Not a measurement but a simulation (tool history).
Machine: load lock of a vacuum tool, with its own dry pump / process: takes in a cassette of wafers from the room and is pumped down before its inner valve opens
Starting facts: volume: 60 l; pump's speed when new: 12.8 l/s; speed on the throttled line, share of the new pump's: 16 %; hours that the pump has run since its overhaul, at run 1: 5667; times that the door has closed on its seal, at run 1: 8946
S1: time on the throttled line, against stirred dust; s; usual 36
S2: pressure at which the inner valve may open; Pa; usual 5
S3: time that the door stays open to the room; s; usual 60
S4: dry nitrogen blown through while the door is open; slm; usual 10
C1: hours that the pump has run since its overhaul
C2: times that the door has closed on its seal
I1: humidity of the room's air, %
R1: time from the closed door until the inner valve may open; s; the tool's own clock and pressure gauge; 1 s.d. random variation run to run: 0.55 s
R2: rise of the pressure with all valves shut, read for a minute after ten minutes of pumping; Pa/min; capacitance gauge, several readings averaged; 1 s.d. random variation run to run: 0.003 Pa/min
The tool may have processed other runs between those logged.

Run 1, day 0.000: usual settings; C1 5667; C2 8946; I1 45.3. Result: R1 81.0 s, R2 0.055 Pa/min.
Run 2, day 3.592: usual settings; C1 5753; C2 9213; I1 45.5. Result: R1 80.2 s, R2 0.057 Pa/min.
Run 3, day 5.417: usual settings but S2 10 Pa; C1 5797; C2 9350; I1 44.8. Result: R1 76.2 s, R2 0.058 Pa/min.
Run 4, day 9.521: usual settings but S2 10 Pa; C1 5895; C2 9656; I1 41.0. Result: R1 76.5 s, R2 0.049 Pa/min.
Run 5, day 11.900: usual settings but S2 10 Pa; C1 5952; C2 9833; I1 45.3. Result: R1 77.4 s, R2 0.060 Pa/min.
Run 6, day 15.338: usual settings but S2 10 Pa; C1 6035; C2 10090; I1 43.4. Result: R1 77.8 s, R2 0.059 Pa/min.
Run 7, day 19.088: usual settings but S2 10 Pa; C1 6125; C2 10369; I1 42.2. Result: R1 77.9 s, R2 0.056 Pa/min.
Run 8, day 22.850: usual settings but S1 28 s, S2 10 Pa; C1 6215; C2 10650; I1 43.4. Result: R1 70.8 s, R2 0.056 Pa/min.
Run 9, day 24.783: usual settings; C1 6262; C2 10794; I1 41.9. Result: R1 81.1 s, R2 0.056 Pa/min.
Run 10, day 28.846: usual settings; C1 6359; C2 11097; I1 45.3. Result: R1 81.1 s, R2 0.061 Pa/min.
Run 11, day 33.096: usual settings but S2 7 Pa, S3 148 s; C1 6461; C2 11414; I1 44.0. Result: R1 79.4 s, R2 0.083 Pa/min.

What will run 12 give?
Run 12, day 35.146: usual settings but S2 7 Pa, S3 148 s; C1 6510; C2 11567; I1 46.6. Result: R1 ?, R2 ?.

R1: 78.7 s
R2: 0.093 Pa/min
With no hidden state in the tool, this same run would have given R1 74.7 s, R2 0.066 Pa/min.
